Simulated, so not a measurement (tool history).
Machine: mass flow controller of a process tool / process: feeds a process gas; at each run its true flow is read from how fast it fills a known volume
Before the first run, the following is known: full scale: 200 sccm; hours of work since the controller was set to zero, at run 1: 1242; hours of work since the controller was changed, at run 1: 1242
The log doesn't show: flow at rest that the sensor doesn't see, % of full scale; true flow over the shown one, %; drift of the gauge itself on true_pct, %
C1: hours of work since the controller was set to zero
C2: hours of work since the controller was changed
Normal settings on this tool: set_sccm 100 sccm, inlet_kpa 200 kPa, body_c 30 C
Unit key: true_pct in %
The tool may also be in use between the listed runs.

run 1 hour=0 | set_sccm=100 inlet_kpa=200 body_c=30 | C1=1242 C2=1242 | true_pct=98.91
run 2 hour=175.5 | set_sccm=100 inlet_kpa=200 body_c=24 | C1=1305 C2=1305 | true_pct=99.35
run 3 hour=298.4 | set_sccm=106 inlet_kpa=200 body_c=24 | C1=1349 C2=1349 | true_pct=99.5
run 4 hour=441.8 | set_sccm=106 inlet_kpa=200 body_c=24 | C1=1400 C2=1400 | true_pct=99.28
run 5 hour=624.3 | set_sccm=106 inlet_kpa=200 body_c=24 | C1=1466 C2=1466 | true_pct=99.49
run 6 hour=852.4 | set_sccm=182 inlet_kpa=200 body_c=30 | C1=1548 C2=1548 | true_pct=99.87
run 7 hour=1012.8 | set_sccm=182 inlet_kpa=200 body_c=30 | C1=1606 C2=1606 | true_pct=99.82
run 8 hour=1111 | set_sccm=100 inlet_kpa=224 body_c=30 | C1=1641 C2=1641 | true_pct=98.99
run 9 hour=1210.1 | set_sccm=100 inlet_kpa=224 body_c=30 | C1=1677 C2=1677 | true_pct=98.89
run 10 hour=1443.6 | set_sccm=100 inlet_kpa=224 body_c=30 | C1=1761 C2=1761 | true_pct=98.97
run 11 hour=1660.6 | set_sccm=100 inlet_kpa=224 body_c=30 | C1=1839 C2=1839 | true_pct=99.05
run 12 hour=1833.9 | set_sccm=100 inlet_kpa=224 body_c=30 | C1=1901 C2=1901 | true_pct=99.12
run 13 hour=1929.4 | set_sccm=100 inlet_kpa=201 body_c=30 | C1=1935 C2=1935 | true_pct=99.13
run 14 hour=2050.6 | set_sccm=100 inlet_kpa=201 body_c=30 | C1=1979 C2=1979 | true_pct=99.2
-- hour=2068.1 controller's zero set anew
run 15 hour=2239.1 | set_sccm=34 inlet_kpa=245 body_c=30 | C1=62 C2=2047 | true_pct=100.34
run 16 hour=2379.6 | set_sccm=100 inlet_kpa=260 body_c=30 | C1=112 C2=2097 | true_pct=99.03
run 17 hour=2533.5 | set_sccm=100 inlet_kpa=163 body_c=29 | C1=167 C2=2153 | true_pct=99.61
run 18 hour=2704.2 | set_sccm=100 inlet_kpa=163 body_c=29 | C1=229 C2=2214 | true_pct=99.66
-- hour=2725.4 controller's zero set anew, once more
run 19 hour=2850.3 | set_sccm=144 inlet_kpa=200 body_c=30 | C1=45 C2=2266 | true_pct=98.95
run 20 hour=2997.5 | set_sccm=144 inlet_kpa=200 body_c=30 | C1=98 C2=2319 | true_pct=98.89
run 21 hour=3140.5 | set_sccm=144 inlet_kpa=200 body_c=30 | C1=149 C2=2371 | true_pct=99.1
run 22 hour=3357 | set_sccm=144 inlet_kpa=189 body_c=30 | C1=227 C2=2449 | true_pct=99.01
run 23 hour=3460.3 | set_sccm=111 inlet_kpa=271 body_c=21 | C1=264 C2=2486 | true_pct=98.76

Hidden state or all else? Some run-to-run changes of true_pct, split into what the settings, what came in and random variation would give without the hidden state, and what is left for the hidden state (with any gauge scatter that isn't in both results):
Run 14 -> 15: set_sccm 100 -> 34, inlet_kpa 201 -> 245, controller's zero set anew. true_pct +1.14 %: hidden state +2.32, all else -1.18.
Run 15 -> 16: set_sccm 34 -> 100, inlet_kpa 245 -> 260. true_pct -1.31 %: hidden state -2.13, all else +0.82.
